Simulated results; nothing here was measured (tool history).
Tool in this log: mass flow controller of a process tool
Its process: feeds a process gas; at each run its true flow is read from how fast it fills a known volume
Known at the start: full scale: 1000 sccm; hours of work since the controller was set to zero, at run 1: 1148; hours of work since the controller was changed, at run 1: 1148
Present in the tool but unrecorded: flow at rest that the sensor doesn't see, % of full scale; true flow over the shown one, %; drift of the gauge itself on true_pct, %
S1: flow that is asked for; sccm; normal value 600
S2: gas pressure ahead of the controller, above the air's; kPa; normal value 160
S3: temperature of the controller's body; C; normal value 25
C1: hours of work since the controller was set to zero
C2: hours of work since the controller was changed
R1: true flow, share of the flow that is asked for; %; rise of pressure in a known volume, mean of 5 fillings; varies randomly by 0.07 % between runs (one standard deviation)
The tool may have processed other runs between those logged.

run	hour	S1	S2	S3	C1	C2	R1
1	0.0	600	160	25	1148	1148	98.99
2	88.1	600	160	26	1179	1179	98.86
3	146.6	600	160	25	1200	1200	99.02
4	242.5	600	160	25	1234	1234	99.01
5	329.0	600	160	25	1264	1264	99.03
6	386.2	600	160	22	1284	1284	99.16
7	464.1	600	160	25	1312	1312	98.96
8	536.2	600	160	25	1337	1337	98.89
9	596.6	100	160	36	1359	1359	97.13
10	670.6	463	149	29	1385	1385	98.48
11	745.1	242	160	25	1411	1411	98.16
12	823.7	154	193	23	1439	1439	98.28

Expected results for the next run?
13	915.7	427	167	31	1471	1471	?

R1: 98.14 %
Take away the tool's hidden state, keep the run-to-run variation as it was, and the same run would have given R1 98.14 %.
